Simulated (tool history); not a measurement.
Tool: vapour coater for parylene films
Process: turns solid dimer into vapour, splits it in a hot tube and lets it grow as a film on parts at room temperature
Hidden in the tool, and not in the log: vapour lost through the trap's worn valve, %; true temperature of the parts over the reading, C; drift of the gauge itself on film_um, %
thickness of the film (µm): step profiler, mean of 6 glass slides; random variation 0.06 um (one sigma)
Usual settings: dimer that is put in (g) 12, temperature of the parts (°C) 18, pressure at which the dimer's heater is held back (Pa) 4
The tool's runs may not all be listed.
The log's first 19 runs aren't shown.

| run | day | dimer that is put in (g) | temperature of the parts (°C) | pressure at which the dimer's heater is held back (Pa) | hours of work since the trap's valve was overhauled | hours of work since the table's thermometer was calibrated | thickness of the film (µm) |
|---|---|---|---|---|---|---|---|
| 20 | 36.146 | 5 | 17 | 2.98 | 145 | 1100 | 3.64 |
| 21 | 37.871 | 5 | 17 | 2.98 | 169 | 1124 | 3.62 |
| 22 | 39.95 | 11 | 18 | 3.16 | 197 | 1153 | 7.64 |
| 23 | 41.104 | 6 | 18 | 7.64 | 213 | 1169 | 3.89 |
| 24 | 43.288 | 6 | 18 | 7.64 | 244 | 1199 | 3.98 |
| 25 | 44.479 | 6 | 18 | 7.64 | 260 | 1216 | 3.93 |
| 26 | 46.054 | 6 | 18 | 7.95 | 282 | 1237 | 3.92 |
| 27 | 48.596 | 5 | 23 | 5.25 | 317 | 1273 | 2.73 |
|  | 50.904 | trap's valve overhauled |
| 28 | 51.112 | 12 | 18 | 9.38 | 3 | 1305 | 7.78 |
| 29 | 52.421 | 7 | 23 | 4 | 21 | 1323 | 3.87 |
| 30 | 54.038 | 12 | 10 | 9.36 | 43 | 1346 | 10.67 |
| 31 | 55.746 | 10 | 21 | 7.08 | 67 | 1369 | 5.76 |

Forecast each of these 4 alternatives for the next run:
| A | 57.792 | 12 | 28 | 2.8 | 95 | 1398 | ? |
| B | 57.792 | 9 | 13 | 4.54 | 95 | 1398 | ? |
| C | 57.792 | 10 | 29 | 9.41 | 95 | 1398 | ? |
| D | 57.792 | 6 | 21 | 7.65 | 95 | 1398 | ? |

| run | thickness of the film (µm) |
|---|---|
| A | 5.54 |
| B | 7.48 |
| C | 4.18 |
| D | 3.46 |
Without the tool's hidden state the same runs would have given:
| run | thickness of the film (µm) |
|---|---|
| A | 5.56 |
| B | 7.51 |
| C | 4.2 |
| D | 3.47 |

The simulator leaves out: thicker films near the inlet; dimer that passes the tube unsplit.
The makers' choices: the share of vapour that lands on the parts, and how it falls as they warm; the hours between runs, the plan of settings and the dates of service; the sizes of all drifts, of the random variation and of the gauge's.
